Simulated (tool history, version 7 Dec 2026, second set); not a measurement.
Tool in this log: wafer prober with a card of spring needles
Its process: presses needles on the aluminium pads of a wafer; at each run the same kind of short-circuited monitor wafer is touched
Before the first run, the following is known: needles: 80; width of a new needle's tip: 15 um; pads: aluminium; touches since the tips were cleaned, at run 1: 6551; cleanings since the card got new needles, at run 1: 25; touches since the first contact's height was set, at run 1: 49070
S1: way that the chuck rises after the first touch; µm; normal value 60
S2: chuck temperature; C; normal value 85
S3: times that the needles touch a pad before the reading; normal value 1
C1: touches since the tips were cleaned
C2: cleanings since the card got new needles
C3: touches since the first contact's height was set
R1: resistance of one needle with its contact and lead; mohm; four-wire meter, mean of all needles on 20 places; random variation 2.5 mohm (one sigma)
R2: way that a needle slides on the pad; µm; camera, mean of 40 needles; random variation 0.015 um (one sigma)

run 1 hour=0.0 | S1=60 S2=85 S3=1 | C1=6551 C2=25 C3=49070 | R1=291 R2=12.89
-- hour=4.7 tips cleaned on abrasive film
-- hour=27.1 tips cleaned on abrasive film
-- hour=49.5 tips cleaned on abrasive film
-- hour=69.3 tips cleaned on abrasive film
run 2 hour=69.3 | S1=60 S2=85 S3=1 | C1=0 C2=29 C3=75454 | R1=289 R2=12.94
-- hour=87.2 height of the first contact set anew
-- hour=91.8 tips cleaned on abrasive film
-- hour=113.2 tips cleaned on abrasive film
run 3 hour=129.0 | S1=60 S2=85 S3=1 | C1=6057 C2=31 C3=15903 | R1=288 R2=12.93
-- hour=133.7 tips cleaned on abrasive film
-- hour=152.3 tips cleaned on abrasive film
-- hour=174.7 tips cleaned on abrasive film
-- hour=197.2 tips cleaned on abrasive film
-- hour=216.1 tips cleaned on abrasive film
run 4 hour=216.1 | S1=60 S2=85 S3=1 | C1=0 C2=36 C3=49070 | R1=288 R2=12.96
-- hour=238.1 tips cleaned on abrasive film
-- hour=256.8 tips cleaned on abrasive film
run 5 hour=256.8 | S1=60 S2=85 S3=1 | C1=16 C2=38 C3=64556 | R1=297 R2=12.96
-- hour=278.9 tips cleaned on abrasive film
-- hour=301.5 tips cleaned on abrasive film
-- hour=301.8 height of the first contact set anew
-- hour=324.0 tips cleaned on abrasive film
-- hour=342.7 tips cleaned on abrasive film
run 6 hour=342.7 | S1=60 S2=85 S3=3 | C1=0 C2=42 C3=15567 | R1=293 R2=13.01
-- hour=365.3 tips cleaned on abrasive film
-- hour=388.5 tips cleaned on abrasive film
-- hour=411.6 tips cleaned on abrasive film
run 7 hour=426.6 | S1=60 S2=85 S3=3 | C1=5718 C2=45 C3=47556 | R1=289 R2=12.98
-- hour=431.3 tips cleaned on abrasive film
-- hour=453.0 tips cleaned on abrasive film
run 8 hour=464.9 | S1=60 S2=85 S3=3 | C1=4553 C2=47 C3=62132 | R1=294 R2=13.01
-- hour=474.2 tips cleaned on abrasive film
-- hour=496.6 tips cleaned on abrasive film
-- hour=515.2 tips cleaned on abrasive film
-- hour=515.5 height of the first contact set anew
-- hour=537.9 tips cleaned on abrasive film
run 9 hour=555.0 | S1=46 S2=85 S3=1 | C1=6553 C2=51 C3=15072 | R1=300 R2=9.98
-- hour=559.7 tips cleaned on abrasive film
-- hour=581.6 tips cleaned on abrasive film
-- hour=604.6 tips cleaned on abrasive film
-- hour=626.2 tips cleaned on abrasive film
run 10 hour=640.7 | S1=60 S2=85 S3=1 | C1=5559 C2=55 C3=47723 | R1=295 R2=13.03
-- hour=649.4 tips cleaned on abrasive film
-- hour=672.1 tips cleaned on abrasive film
-- hour=692.5 tips cleaned on abrasive film
run 11 hour=692.5 | S1=60 S2=85 S3=1 | C1=0 C2=58 C3=67426 | R1=292 R2=13.04
-- hour=714.7 tips cleaned on abrasive film
-- hour=728.1 height of the first contact set anew
-- hour=736.7 tips cleaned on abrasive film
run 12 hour=745.9 | S1=60 S2=85 S3=1 | C1=3535 C2=60 C3=6775 | R1=295 R2=13.06
-- hour=759.9 tips cleaned on abrasive film
-- hour=783.1 tips cleaned on abrasive film
-- hour=805.8 tips cleaned on abrasive film
run 13 hour=806.4 | S1=60 S2=85 S3=1 | C1=225 C2=63 C3=29806 | R1=289 R2=13.09
-- hour=825.0 tips cleaned on abrasive film
-- hour=846.7 tips cleaned on abrasive film
-- hour=866.7 tips cleaned on abrasive film
run 14 hour=866.7 | S1=60 S2=113 S3=1 | C1=0 C2=66 C3=52768 | R1=300 R2=13.10
-- hour=885.3 tips cleaned on abrasive film
-- hour=907.3 tips cleaned on abrasive film
run 15 hour=910.0 | S1=66 S2=95 S3=2 | C1=1026 C2=68 C3=69261 | R1=295 R2=14.44
-- hour=928.6 tips cleaned on abrasive film
-- hour=942.2 height of the first contact set anew
-- hour=951.4 tips cleaned on abrasive film
-- hour=974.6 tips cleaned on abrasive film
-- hour=996.4 tips cleaned on abrasive film
run 16 hour=997.8 | S1=54 S2=71 S3=1 | C1=549 C2=72 C3=21148 | R1=287 R2=11.79
-- hour=1001.5 gauge calibrated
-- hour=1018.7 tips cleaned on abrasive film
-- hour=1040.9 tips cleaned on abrasive film
-- hour=1062.9 tips cleaned on abrasive film
run 17 hour=1066.1 | S1=68 S2=28 S3=1 | C1=1210 C2=75 C3=47158 | R1=274 R2=14.64
-- hour=1084.1 tips cleaned on abrasive film
-- hour=1106.2 tips cleaned on abrasive film
run 18 hour=1109.5 | S1=68 S2=28 S3=1 | C1=1242 C2=77 C3=63697 | R1=275 R2=14.63
-- hour=1127.4 tips cleaned on abrasive film
-- hour=1150.7 tips cleaned on abrasive film
-- hour=1155.6 height of the first contact set anew
run 19 hour=1156.6 | S1=59 S2=44 S3=2 | C1=2140 C2=79 C3=368 | R1=282 R2=12.70
-- hour=1170.6 tips cleaned on abrasive film
-- hour=1193.8 tips cleaned on abrasive film
run 20 hour=1199.4 | S1=59 S2=44 S3=2 | C1=2130 C2=81 C3=16670 | R1=280 R2=12.74
-- hour=1213.4 tips cleaned on abrasive film
-- hour=1232.0 tips cleaned on abrasive film
-- hour=1253.5 tips cleaned on abrasive film
-- hour=1275.9 tips cleaned on abrasive film
run 21 hour=1275.9 | S1=60 S2=108 S3=3 | C1=0 C2=85 C3=45791 | R1=296 R2=12.94
-- hour=1297.6 tips cleaned on abrasive film
-- hour=1316.2 tips cleaned on abrasive film
run 22 hour=1319.3 | S1=60 S2=27 S3=3 | C1=1188 C2=87 C3=62334 | R1=274 R2=12.96
-- hour=1337.0 tips cleaned on abrasive film
-- hour=1355.6 tips cleaned on abrasive film
run 23 hour=1360.6 | S1=61 S2=105 S3=2 | C1=1922 C2=89 C3=78069 | R1=294 R2=13.20
-- hour=1370.2 height of the first contact set anew
-- hour=1374.9 tips cleaned on abrasive film
-- hour=1397.3 tips cleaned on abrasive film
run 24 hour=1413.1 | S1=65 S2=42 S3=2 | C1=6042 C2=91 C3=16363 | R1=278 R2=14.05
-- hour=1417.8 tips cleaned on abrasive film
-- hour=1440.5 tips cleaned on abrasive film
-- hour=1463.4 tips cleaned on abrasive film
-- hour=1486.5 tips cleaned on abrasive film
run 25 hour=1488.8 | S1=76 S2=39 S3=3 | C1=871 C2=95 C3=45186 | R1=276 R2=16.48
-- hour=1507.2 tips cleaned on abrasive film
-- hour=1530.2 tips cleaned on abrasive film
-- hour=1552.4 tips cleaned on abrasive film
run 26 hour=1558.5 | S1=76 S2=39 S3=3 | C1=2351 C2=98 C3=71755 | R1=277 R2=16.47
-- hour=1572.1 tips cleaned on abrasive film
-- hour=1585.5 height of the first contact set anew
-- hour=1594.2 tips cleaned on abrasive film
-- hour=1616.7 tips cleaned on abrasive film
-- hour=1635.3 tips cleaned on abrasive film
run 27 hour=1642.3 | S1=43 S2=75 S3=2 | C1=2694 C2=102 C3=21640 | R1=297 R2=9.35

Forecast each of these 4 alternatives for the next run:
-- hour=1655.3 tips cleaned on abrasive film
-- hour=1676.8 tips cleaned on abrasive film
-- hour=1699.0 tips cleaned on abrasive film
-- hour=1722.1 tips cleaned on abrasive film
run A hour=1726.8 | S1=60 S2=38 S3=1 | C1=1781 C2=106 C3=53794 | R1=? R2=?
-- hour=1655.3 tips cleaned on abrasive film
-- hour=1676.8 tips cleaned on abrasive film
-- hour=1699.0 tips cleaned on abrasive film
-- hour=1722.1 tips cleaned on abrasive film
run B hour=1726.8 | S1=41 S2=85 S3=2 | C1=1781 C2=106 C3=53794 | R1=? R2=?
-- hour=1655.3 tips cleaned on abrasive film
-- hour=1676.8 tips cleaned on abrasive film
-- hour=1699.0 tips cleaned on abrasive film
-- hour=1722.1 tips cleaned on abrasive film
run C hour=1726.8 | S1=64 S2=37 S3=1 | C1=1781 C2=106 C3=53794 | R1=? R2=?
-- hour=1655.3 tips cleaned on abrasive film
-- hour=1676.8 tips cleaned on abrasive film
-- hour=1699.0 tips cleaned on abrasive film
-- hour=1722.1 tips cleaned on abrasive film
run D hour=1726.8 | S1=44 S2=26 S3=2 | C1=1781 C2=106 C3=53794 | R1=? R2=?

run=A R1=281 R2=13.07
run=B R1=302 R2=8.92
run=C R1=278 R2=13.93
run=D R1=279 R2=9.58
Take away the tool's hidden state, keep each run's random variation, and the runs would have read:
run=A R1=281 R2=12.91
run=B R1=301 R2=8.81
run=C R1=277 R2=13.76
run=D R1=279 R2=9.46
